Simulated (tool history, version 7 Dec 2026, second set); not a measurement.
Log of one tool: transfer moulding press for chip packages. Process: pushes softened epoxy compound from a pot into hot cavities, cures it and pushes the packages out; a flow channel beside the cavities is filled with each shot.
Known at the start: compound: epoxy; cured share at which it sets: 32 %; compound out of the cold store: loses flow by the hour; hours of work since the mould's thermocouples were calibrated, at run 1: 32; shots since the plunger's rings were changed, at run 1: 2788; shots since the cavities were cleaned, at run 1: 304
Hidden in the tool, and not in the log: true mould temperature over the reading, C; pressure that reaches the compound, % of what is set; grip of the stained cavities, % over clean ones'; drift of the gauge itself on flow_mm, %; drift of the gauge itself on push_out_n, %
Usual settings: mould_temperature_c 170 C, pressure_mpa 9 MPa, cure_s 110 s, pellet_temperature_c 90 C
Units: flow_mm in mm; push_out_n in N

| run | hour | mould_temperature_c | pressure_mpa | cure_s | pellet_temperature_c | hours of work since the mould's thermocouples were calibrated | shots since the plunger's rings were changed | shots since the cavities were cleaned | incoming compound's hours out of the cold store | flow_mm | push_out_n |
|---|---|---|---|---|---|---|---|---|---|---|---|
| 1 | 0 | 170 | 9 | 110 | 90 | 32 | 2788 | 304 | 43.5 | 550 | 393 |
|  | 28.4 | plunger's sealing rings changed |
| 2 | 54.6 | 170 | 9 | 127 | 90 | 60 | 226 | 753 | 27 | 605 | 413 |
|  | 68.9 | cavities cleaned with cleaning compound and waxed |
| 3 | 84.7 | 170 | 9 | 127 | 90 | 76 | 473 | 137 | 9.2 | 628 | 307 |
| 4 | 140.4 | 170 | 9 | 127 | 90 | 106 | 952 | 616 | 23.2 | 602 | 416 |
|  | 169.7 | cavities cleaned with cleaning compound and waxed |
| 5 | 181.5 | 170 | 9 | 117 | 90 | 127 | 1294 | 102 | 35 | 583 | 307 |
| 6 | 242.5 | 170 | 9 | 117 | 90 | 160 | 1819 | 627 | 41 | 570 | 428 |
|  | 268.8 | cavities cleaned with cleaning compound and waxed |
| 7 | 279 | 170 | 7.51 | 110 | 90 | 179 | 2120 | 87 | 33.3 | 525 | 345 |
| 8 | 318.7 | 170 | 8 | 110 | 90 | 200 | 2462 | 429 | 39.6 | 532 | 435 |
| 9 | 345.2 | 170 | 8 | 110 | 90 | 214 | 2691 | 658 | 12.8 | 565 | 490 |
|  | 367.3 | cavities cleaned with cleaning compound and waxed |
|  | 385.9 | plunger's sealing rings changed |
| 10 | 388.1 | 170 | 8 | 110 | 90 | 235 | 19 | 157 | 37.5 | 559 | 370 |
| 11 | 437.1 | 170 | 9 | 110 | 90 | 262 | 441 | 579 | 33.2 | 594 | 462 |
|  | 470.9 | cavities cleaned with cleaning compound and waxed |
| 12 | 472.6 | 170 | 9 | 110 | 90 | 280 | 734 | 14 | 43.1 | 578 | 298 |
| 13 | 504.3 | 170 | 9 | 110 | 90 | 297 | 1007 | 287 | 18.7 | 612 | 390 |
| 14 | 565.1 | 170 | 9 | 110 | 90 | 330 | 1531 | 811 | 35.8 | 581 | 517 |
|  | 569.9 | cavities cleaned with cleaning compound and waxed |
| 15 | 607.7 | 178 | 7.09 | 129 | 86 | 352 | 1885 | 325 | 29.7 | 501 | 327 |
|  | 633.9 | mould's thermocouples calibrated |
| 16 | 660.8 | 177 | 9 | 94 | 90 | 14 | 2325 | 765 | 24.8 | 566 | 431 |
|  | 672 | cavities cleaned with cleaning compound and waxed |
| 17 | 721.7 | 177 | 9 | 94 | 90 | 47 | 2837 | 428 | 11.1 | 581 | 393 |
|  | 746.1 | plunger's sealing rings changed |
|  | 774 | cavities cleaned with cleaning compound and waxed |
| 18 | 786.6 | 177 | 9 | 94 | 90 | 79 | 337 | 110 | 33.6 | 574 | 308 |
| 19 | 841.1 | 177 | 9 | 94 | 90 | 109 | 806 | 579 | 36.7 | 566 | 415 |
|  | 873.6 | cavities cleaned with cleaning compound and waxed |
| 20 | 888.2 | 177 | 9 | 94 | 90 | 133 | 1199 | 126 | 34.6 | 562 | 305 |
| 21 | 926.6 | 170 | 10.88 | 110 | 90 | 154 | 1530 | 457 | 15.2 | 672 | 461 |
| 22 | 956.9 | 170 | 9 | 114 | 90 | 170 | 1791 | 718 | 47.6 | 562 | 451 |
|  | 974.6 | cavities cleaned with cleaning compound and waxed |
| 23 | 1016 | 170 | 9 | 114 | 90 | 202 | 2287 | 356 | 38.2 | 569 | 400 |
|  | 1073.7 | cavities cleaned with cleaning compound and waxed |
| 24 | 1073.7 | 170 | 9 | 147 | 99 | 232 | 2771 | 0 | 35.3 | 569 | 221 |
|  | 1104.2 | plunger's sealing rings changed |
| 25 | 1120.4 | 170 | 9 | 147 | 99 | 256 | 139 | 381 | 11.5 | 630 | 355 |
|  | 1175.5 | cavities cleaned with cleaning compound and waxed |
| 26 | 1184.3 | 170 | 9.93 | 110 | 90 | 289 | 677 | 76 | 25.5 | 634 | 343 |
| 27 | 1213.5 | 171 | 7.27 | 110 | 93 | 305 | 928 | 327 | 16.5 | 547 | 382 |

5 ways to go on from here, each from the tool as it stands after run 27. What would each give?
| A | 1241.2 | 170 | 6.86 | 110 | 90 | 320 | 1167 | 566 | 32.7 | ? | ? |
| B | 1241.2 | 170 | 7.59 | 99 | 90 | 320 | 1167 | 566 | 30.3 | ? | ? |
| C | 1241.2 | 171 | 7.27 | 97 | 94 | 320 | 1167 | 566 | 11.3 | ? | ? |
| D | 1241.2 | 170 | 10.46 | 148 | 90 | 320 | 1167 | 566 | 10.6 | ? | ? |
| E | 1241.2 | 166 | 9 | 95 | 87 | 320 | 1167 | 566 | 22.3 | ? | ? |

| run | flow_mm | push_out_n |
|---|---|---|
| A | 515 | 472 |
| B | 541 | 578 |
| C | 553 | 589 |
| D | 671 | 372 |
| E | 616 | 936 |
Without the tool's hidden state the same runs would have given:
| run | flow_mm | push_out_n |
|---|---|---|
| A | 525 | 284 |
| B | 551 | 346 |
| C | 564 | 352 |
| D | 683 | 229 |
| E | 627 | 560 |
